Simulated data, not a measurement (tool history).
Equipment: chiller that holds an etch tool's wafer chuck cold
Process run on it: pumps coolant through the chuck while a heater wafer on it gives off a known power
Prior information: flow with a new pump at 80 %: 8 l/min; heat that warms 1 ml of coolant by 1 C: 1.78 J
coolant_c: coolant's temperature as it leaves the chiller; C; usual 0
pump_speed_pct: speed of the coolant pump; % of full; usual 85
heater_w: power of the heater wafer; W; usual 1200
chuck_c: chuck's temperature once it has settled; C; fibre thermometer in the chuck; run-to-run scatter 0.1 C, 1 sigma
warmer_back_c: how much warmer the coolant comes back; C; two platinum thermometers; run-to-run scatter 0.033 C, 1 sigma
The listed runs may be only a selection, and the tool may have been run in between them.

| run | hour | coolant_c | pump_speed_pct | heater_w | chuck_c | warmer_back_c |
|---|---|---|---|---|---|---|
| 1 | 0 | 0 | 85 | 1200 | 10.2 | 4.72 |
| 2 | 114.9 | 0 | 85 | 1200 | 10.4 | 4.75 |
| 3 | 183.6 | 0 | 85 | 1200 | 10.3 | 4.75 |
| 4 | 300.6 | 0 | 85 | 1200 | 10.4 | 4.81 |
|  | 382 | chiller's thermometer calibrated |
| 5 | 413.2 | 0 | 85 | 1200 | 10.2 | 4.81 |
| 6 | 555.1 | 0 | 85 | 1200 | 10.2 | 4.79 |
| 7 | 626.5 | 0 | 73 | 1200 | 12 | 5.79 |
| 8 | 720.6 | 0 | 73 | 1200 | 12 | 5.75 |
| 9 | 831 | 0 | 85 | 1200 | 10.4 | 4.88 |
| 10 | 980.9 | 0 | 85 | 1200 | 10.7 | 4.87 |
| 11 | 1126.1 | -10 | 85 | 1200 | 0.8 | 4.85 |
| 12 | 1274.8 | 4 | 65 | 613 | 11.1 | 3.42 |
| 13 | 1381.8 | 4 | 65 | 613 | 11.2 | 3.35 |
| 14 | 1468.4 | 4 | 65 | 613 | 11.2 | 3.32 |
| 15 | 1588 | 4 | 65 | 613 | 11.3 | 3.39 |
| 16 | 1722 | -7 | 69 | 653 | 0.2 | 3.42 |
| 17 | 1865.8 | 0 | 81 | 1267 | 12.3 | 5.52 |

Measured minus without-hidden-state, run by run (identical run-to-run variation in each term; gauge scatter may differ):
Hidden state present: heat passed by the chuck's channels, % of clean ones'; flow at a given pump speed, % of a new pump's; coolant's true temperature over the reading, C; drift of the gauge itself on chuck_c, C; drift of the gauge itself on warmer_back_c, C.
| run | chuck_c | warmer_back_c |
|---|---|---|
| 1 | +0.9 | +0.02 |
| 2 | +0.9 | +0.03 |
| 3 | +1 | +0.05 |
| 4 | +1.1 | +0.06 |
| 5 | +0.9 | +0.07 |
| 6 | +0.9 | +0.08 |
| 7 | +1.1 | +0.12 |
| 8 | +1.2 | +0.13 |
| 9 | +1.1 | +0.12 |
| 10 | +1.2 | +0.15 |
| 11 | +1.3 | +0.16 |
| 12 | +0.9 | +0.13 |
| 13 | +0.9 | +0.13 |
| 14 | +1 | +0.14 |
| 15 | +1 | +0.15 |
| 16 | +1.1 | +0.16 |
| 17 | +1.9 | +0.28 |

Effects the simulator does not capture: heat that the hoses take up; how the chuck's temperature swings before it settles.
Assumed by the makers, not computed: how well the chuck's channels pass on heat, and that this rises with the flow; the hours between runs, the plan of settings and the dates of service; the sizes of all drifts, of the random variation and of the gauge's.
